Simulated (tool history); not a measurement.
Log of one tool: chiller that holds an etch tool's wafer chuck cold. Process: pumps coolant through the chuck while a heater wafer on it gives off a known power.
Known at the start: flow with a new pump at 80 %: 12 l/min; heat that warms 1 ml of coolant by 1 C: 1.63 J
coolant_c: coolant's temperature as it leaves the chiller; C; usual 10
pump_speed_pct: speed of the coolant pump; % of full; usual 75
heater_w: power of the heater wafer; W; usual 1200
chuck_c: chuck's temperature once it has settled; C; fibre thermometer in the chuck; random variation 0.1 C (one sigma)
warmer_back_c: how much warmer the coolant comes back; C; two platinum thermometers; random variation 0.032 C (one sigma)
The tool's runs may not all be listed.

run	hour	coolant_c	pump_speed_pct	heater_w	chuck_c	warmer_back_c
1	0	10	75	1200	18.8	3.91
2	49.7	10	75	1030	17.7	3.4
3	86	10	75	1200	19	3.95
4	122.7	10	75	1200	18.7	3.93
5	188.6	10	75	1200	18.8	3.89
6	222.9	10	75	644	14.7	2.11
7	252.6	10	75	644	14.8	2.07
8	284.7	10	75	644	14.8	2.03
9	324.5	10	75	644	14.9	2.05
10	384.6	10	75	644	14.7	2.03
11	425	10	93	1200	17.1	3.09
12	490.6	10	93	1407	18.2	3.55
13	535.4	10	93	1407	18.3	3.47
14	580	10	75	1397	20.3	4.48
15	639.5	10	65	1200	20.1	4.52
16	697	19	75	1200	27.9	3.8
17	749.4	19	75	1665	31.2	5.31
18	777.7	12	93	778	16.6	1.83
19	813.9	11	93	1474	19.6	3.62
20	853.9	11	93	1474	19.6	3.63
21	912.5	11	75	699	16.3	2.09
22	960.4	11	75	1438	21.7	4.55
23	1026.1	18	61	995	27	3.92
24	1062	10	75	1109	18.1	3.39
25	1114.9	12	75	1200	20.9	3.76
26	1175	12	75	789	17.9	2.31
27	1205.6	7	72	1200	16.2	3.86
28	1261.4	7	74	754	12.6	2.26
29	1303.9	7	69	692	12.5	2.2
30	1340.1	7	69	692	12.4	2.26
31	1391.6	12	75	1200	20.9	3.62
32	1446.8	10	70	1336	20.4	4.43

The same runs without the tool's hidden state, with the same run-to-run variation:
The hidden state here: heat passed by the chuck's channels, % of clean ones'; flow at a given pump speed, % of a new pump's; coolant's true temperature over the reading, C; drift of the gauge itself on chuck_c, C; drift of the gauge itself on warmer_back_c, C.
run	warmer_back_c
1	3.91
2	3.41
3	3.97
4	3.96
5	3.93
6	2.16
7	2.13
8	2.1
9	2.13
10	2.11
11	3.18
12	3.66
13	3.59
14	4.61
15	4.66
16	3.95
17	5.48
18	2.01
19	3.81
20	3.82
21	2.3
22	4.77
23	4.15
24	3.63
25	4.01
26	2.58
27	4.13
28	2.54
29	2.5
30	2.57
31	3.94
32	4.76
chuck_c: within 0.1 C of the measured result in every run.
